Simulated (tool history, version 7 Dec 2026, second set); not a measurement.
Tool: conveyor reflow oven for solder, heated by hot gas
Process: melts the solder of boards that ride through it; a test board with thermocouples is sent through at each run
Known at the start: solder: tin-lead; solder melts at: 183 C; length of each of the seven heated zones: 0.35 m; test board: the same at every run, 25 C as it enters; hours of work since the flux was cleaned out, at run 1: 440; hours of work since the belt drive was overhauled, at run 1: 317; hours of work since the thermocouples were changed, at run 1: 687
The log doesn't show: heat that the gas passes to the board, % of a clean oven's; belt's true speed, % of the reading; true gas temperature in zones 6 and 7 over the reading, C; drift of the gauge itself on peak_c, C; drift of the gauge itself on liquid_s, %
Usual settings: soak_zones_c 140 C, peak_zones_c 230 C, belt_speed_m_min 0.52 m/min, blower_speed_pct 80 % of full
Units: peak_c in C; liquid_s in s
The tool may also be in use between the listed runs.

run	hour	soak_zones_c	peak_zones_c	belt_speed_m_min	blower_speed_pct	hours of work since the flux was cleaned out	hours of work since the belt drive was overhauled	hours of work since the thermocouples were changed	peak_c	liquid_s
1	0	140	230	0.52	80	440	317	687	212.3	58.5
2	53.2	140	230	0.52	80	471	348	718	213.6	57.4
# hour 62.1: flux residue cleaned out of gas plates and filters
3	93.6	140	230	0.52	80	18	369	739	213.4	59.9
4	147.9	140	230	0.52	80	50	400	771	213.2	60
5	197.4	140	230	0.52	80	79	429	799	213.4	59.6
6	249.5	140	230	0.52	80	109	460	830	213.5	59.4
7	282.1	144	234	0.436	63	128	479	849	220.1	79.7
8	350.8	144	234	0.436	86	169	519	889	223.2	82
9	411.2	126	234	0.52	80	204	554	924	213.9	54.4
10	444.6	134	233	0.52	80	223	573	944	214.5	57.5
11	484.9	132	230	0.52	54	247	597	967	206.1	47.2

Hidden state or all else? Some run-to-run changes of peak_c, split into what the settings, what came in and random variation would give without the hidden state, and what is left for the hidden state (with any gauge scatter that isn't in both results):
Run 2 -> 3: flux residue cleaned out of gas plates and filters. peak_c -0.2 C: hidden state +1.7, all else -1.9.
Run 8 -> 9: soak_zones_c 144 -> 126, belt_speed_m_min 0.436 -> 0.52, blower_speed_pct 86 -> 80. peak_c -9.3 C: hidden state -0.3, all else -9.
